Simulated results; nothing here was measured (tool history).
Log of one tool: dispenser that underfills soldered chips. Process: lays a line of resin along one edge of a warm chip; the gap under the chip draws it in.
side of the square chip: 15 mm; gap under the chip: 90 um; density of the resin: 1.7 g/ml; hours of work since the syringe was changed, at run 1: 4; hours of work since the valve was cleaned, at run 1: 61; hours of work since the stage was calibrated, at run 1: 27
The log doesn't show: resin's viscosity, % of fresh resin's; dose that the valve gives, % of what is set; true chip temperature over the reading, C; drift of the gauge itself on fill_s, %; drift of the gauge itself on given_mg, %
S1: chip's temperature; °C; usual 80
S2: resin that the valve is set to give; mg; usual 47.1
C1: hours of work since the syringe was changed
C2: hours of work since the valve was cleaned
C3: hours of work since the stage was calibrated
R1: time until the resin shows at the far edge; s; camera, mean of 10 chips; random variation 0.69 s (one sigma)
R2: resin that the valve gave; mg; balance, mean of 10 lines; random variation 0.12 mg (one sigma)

{"run": 1, "hour": 0.0, "S1": 80, "S2": 47.1, "C1": 4, "C2": 61, "C3": 27, "R1": 79.3, "R2": 46.07}
{"run": 2, "hour": 4.6, "S1": 80, "S2": 47.1, "C1": 8, "C2": 65, "C3": 30, "R1": 105.2, "R2": 46.27}
{"hour": 7.7, "done": "new syringe of resin"}
{"run": 3, "hour": 8.9, "S1": 80, "S2": 47.1, "C1": 1, "C2": 68, "C3": 33, "R1": 64.8, "R2": 46.14}
{"run": 4, "hour": 12.1, "S1": 80, "S2": 47.1, "C1": 3, "C2": 70, "C3": 36, "R1": 77.7, "R2": 45.93}
{"hour": 14.0, "done": "dispensing valve cleaned and set on the balance"}
{"run": 5, "hour": 16.3, "S1": 80, "S2": 47.1, "C1": 6, "C2": 2, "C3": 39, "R1": 94.7, "R2": 47.12}
{"run": 6, "hour": 19.7, "S1": 80, "S2": 47.1, "C1": 9, "C2": 4, "C3": 41, "R1": 110.1, "R2": 47.21}
{"hour": 21.5, "done": "new syringe of resin"}
{"run": 7, "hour": 22.9, "S1": 80, "S2": 47.1, "C1": 1, "C2": 7, "C3": 43, "R1": 67.2, "R2": 46.96}
{"run": 8, "hour": 27.9, "S1": 80, "S2": 46.8, "C1": 5, "C2": 11, "C3": 47, "R1": 87.7, "R2": 46.83}
{"run": 9, "hour": 30.3, "S1": 80, "S2": 46.8, "C1": 7, "C2": 12, "C3": 49, "R1": 99.0, "R2": 46.51}
{"run": 10, "hour": 32.6, "S1": 80, "S2": 46.8, "C1": 9, "C2": 14, "C3": 51, "R1": 113.1, "R2": 46.4}
{"hour": 34.4, "done": "new syringe of resin"}
{"run": 11, "hour": 36.6, "S1": 80, "S2": 47.1, "C1": 2, "C2": 17, "C3": 54, "R1": 69.8, "R2": 46.78}
{"run": 12, "hour": 41.7, "S1": 80, "S2": 47.1, "C1": 6, "C2": 21, "C3": 58, "R1": 91.6, "R2": 46.62}
{"hour": 47.2, "done": "new syringe of resin"}
{"run": 13, "hour": 47.3, "S1": 80, "S2": 47.1, "C1": 0, "C2": 25, "C3": 62, "R1": 62.6, "R2": 46.63}
{"run": 14, "hour": 51.6, "S1": 80, "S2": 47.1, "C1": 3, "C2": 29, "C3": 65, "R1": 79.6, "R2": 46.75}
{"run": 15, "hour": 56.0, "S1": 80, "S2": 47.1, "C1": 7, "C2": 32, "C3": 69, "R1": 97.7, "R2": 46.71}
{"hour": 60.2, "done": "new syringe of resin"}
{"run": 16, "hour": 61.3, "S1": 80, "S2": 47.1, "C1": 1, "C2": 36, "C3": 73, "R1": 64.9, "R2": 46.46}
{"run": 17, "hour": 65.5, "S1": 80, "S2": 47.1, "C1": 4, "C2": 39, "C3": 76, "R1": 80.6, "R2": 46.46}
{"run": 18, "hour": 70.4, "S1": 80, "S2": 43.4, "C1": 8, "C2": 43, "C3": 80, "R1": 107.4, "R2": 42.9}
{"hour": 73.1, "done": "new syringe of resin"}
{"run": 19, "hour": 74.6, "S1": 72, "S2": 48.5, "C1": 1, "C2": 46, "C3": 83, "R1": 89.2, "R2": 47.78}
{"run": 20, "hour": 78.5, "S1": 72, "S2": 48.5, "C1": 4, "C2": 49, "C3": 86, "R1": 112.4, "R2": 47.81}
{"run": 21, "hour": 82.3, "S1": 72, "S2": 48.5, "C1": 7, "C2": 52, "C3": 89, "R1": 135.0, "R2": 47.73}
{"hour": 85.8, "done": "new syringe of resin"}
{"run": 22, "hour": 86.3, "S1": 75, "S2": 58.3, "C1": 0, "C2": 55, "C3": 92, "R1": 71.4, "R2": 57.47}
{"run": 23, "hour": 90.5, "S1": 75, "S2": 58.3, "C1": 4, "C2": 59, "C3": 95, "R1": 92.9, "R2": 57.15}
{"run": 24, "hour": 95.2, "S1": 77, "S2": 52.5, "C1": 7, "C2": 62, "C3": 99, "R1": 111.0, "R2": 51.63}
{"run": 25, "hour": 97.5, "S1": 70, "S2": 43.4, "C1": 9, "C2": 64, "C3": 101, "R1": 173.9, "R2": 42.6}
{"hour": 98.7, "done": "new syringe of resin"}
{"run": 26, "hour": 100.7, "S1": 70, "S2": 43.4, "C1": 2, "C2": 66, "C3": 103, "R1": 101.0, "R2": 42.54}
{"run": 27, "hour": 104.8, "S1": 89, "S2": 42.9, "C1": 5, "C2": 69, "C3": 106, "R1": 62.7, "R2": 41.96}
{"hour": 107.7, "done": "dispensing valve cleaned and set on the balance"}
{"run": 28, "hour": 109.8, "S1": 89, "S2": 42.9, "C1": 8, "C2": 2, "C3": 109, "R1": 76.6, "R2": 42.95}
{"hour": 112.4, "done": "new syringe of resin"}
{"run": 29, "hour": 115.3, "S1": 89, "S2": 42.9, "C1": 2, "C2": 6, "C3": 113, "R1": 51.7, "R2": 42.99}
{"run": 30, "hour": 118.6, "S1": 89, "S2": 42.9, "C1": 5, "C2": 8, "C3": 116, "R1": 62.5, "R2": 42.85}
{"run": 31, "hour": 123.8, "S1": 74, "S2": 54.5, "C1": 9, "C2": 12, "C3": 120, "R1": 135.2, "R2": 54.0}
{"hour": 125.4, "done": "new syringe of resin"}
{"run": 32, "hour": 129.4, "S1": 74, "S2": 54.5, "C1": 3, "C2": 17, "C3": 124, "R1": 90.6, "R2": 54.3}
{"run": 33, "hour": 131.9, "S1": 79, "S2": 44.4, "C1": 5, "C2": 18, "C3": 126, "R1": 89.7, "R2": 44.27}
{"run": 34, "hour": 136.9, "S1": 79, "S2": 44.4, "C1": 9, "C2": 22, "C3": 130, "R1": 115.1, "R2": 43.94}
{"hour": 138.2, "done": "new syringe of resin"}
{"run": 35, "hour": 142.2, "S1": 94, "S2": 60.7, "C1": 3, "C2": 26, "C3": 134, "R1": 43.3, "R2": 60.41}

Forecast each of these 5 alternatives for the next run:
{"run": "A", "hour": 146.8, "S1": 80, "S2": 41.9, "C1": 7, "C2": 30, "C3": 138, "R1": "?", "R2": "?"}
{"run": "B", "hour": 146.8, "S1": 75, "S2": 43.9, "C1": 7, "C2": 30, "C3": 138, "R1": "?", "R2": "?"}
{"run": "C", "hour": 146.8, "S1": 89, "S2": 51.2, "C1": 7, "C2": 30, "C3": 138, "R1": "?", "R2": "?"}
{"run": "D", "hour": 146.8, "S1": 94, "S2": 48.2, "C1": 7, "C2": 30, "C3": 138, "R1": "?", "R2": "?"}
{"run": "E", "hour": 146.8, "S1": 94, "S2": 40.2, "C1": 7, "C2": 30, "C3": 138, "R1": "?", "R2": "?"}

run=A R1=100.5 R2=41.52
run=B R1=115.7 R2=43.55
run=C R1=68.1 R2=50.78
run=D R1=57.0 R2=47.92
run=E R1=61.0 R2=39.88
Without the tool's hidden state the same runs would have given:
run=A R1=66.4 R2=41.90
run=B R1=76.5 R2=43.95
run=C R1=45.1 R2=51.24
run=D R1=37.4 R2=48.36
run=E R1=40.2 R2=40.24
